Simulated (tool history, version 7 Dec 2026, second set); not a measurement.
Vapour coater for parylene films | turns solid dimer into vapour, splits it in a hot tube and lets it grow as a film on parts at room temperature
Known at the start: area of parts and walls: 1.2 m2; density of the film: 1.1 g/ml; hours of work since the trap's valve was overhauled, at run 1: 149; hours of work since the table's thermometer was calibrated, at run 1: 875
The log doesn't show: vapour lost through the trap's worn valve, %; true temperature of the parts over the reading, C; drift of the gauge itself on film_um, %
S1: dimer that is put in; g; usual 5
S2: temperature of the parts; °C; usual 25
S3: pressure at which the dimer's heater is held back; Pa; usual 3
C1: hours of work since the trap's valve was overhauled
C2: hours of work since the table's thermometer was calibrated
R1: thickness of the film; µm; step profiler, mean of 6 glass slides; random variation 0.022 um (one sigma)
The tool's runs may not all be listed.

run	hour	S1	S2	S3	C1	C2	R1
1	0	5	25	3	149	875	2.4
2	30.5	5	25	3	162	888	2.4
3	57.9	5	25	3	173	900	2.36
4	88.5	5	25	3	186	913	2.38
5	138.8	5	25	3	208	934	2.32
6	168.7	5	25	9.2	220	947	2.14
7	198.5	5	25	3	233	959	2.33
8	224.3	5	25	3	244	970	2.3
9	251.7	5	25	3	256	982	2.33
10	286.3	2	25	3	271	997	0.92
11	320.3	2	25	3	285	1011	0.96
# hour 350.5: trap's valve overhauled
12	362.2	2	25	5.3	5	1028	0.94
13	390.5	2	25	5.3	17	1040	0.95
14	423.1	3	28	2.87	31	1054	1.32
15	460.4	2	30	9.4	47	1069	0.73
16	499.8	3	19	9.4	64	1086	1.69
17	554.8	5	35	3	87	1110	1.62
18	585.2	5	35	3	100	1123	1.63
19	634.6	8	25	10.35	121	1144	3.42
20	667.3	7	29	11.36	135	1158	2.51
21	707.6	7	29	11.36	152	1175	2.49
22	757.8	5	36	3	174	1196	1.51
23	810.3	3	18	4.25	196	1219	1.81
24	848	3	18	4.28	212	1235	1.78
25	875.7	3	18	4.5	224	1246	1.79
26	917.1	5	18	4.07	242	1264	2.97

4 ways to go on from here, each from the tool as it stands after run 26. What would each give?
A	969.9	5	34	3	264	1287	?
B	969.9	5	31	2.81	264	1287	?
C	969.9	5	18	3.5	264	1287	?
D	969.9	3	31	3	264	1287	?

run	R1
A	1.61
B	1.8
C	3
D	1.09
Without the tool's hidden state the same runs would have given:
run	R1
A	1.78
B	1.99
C	3.31
D	1.2

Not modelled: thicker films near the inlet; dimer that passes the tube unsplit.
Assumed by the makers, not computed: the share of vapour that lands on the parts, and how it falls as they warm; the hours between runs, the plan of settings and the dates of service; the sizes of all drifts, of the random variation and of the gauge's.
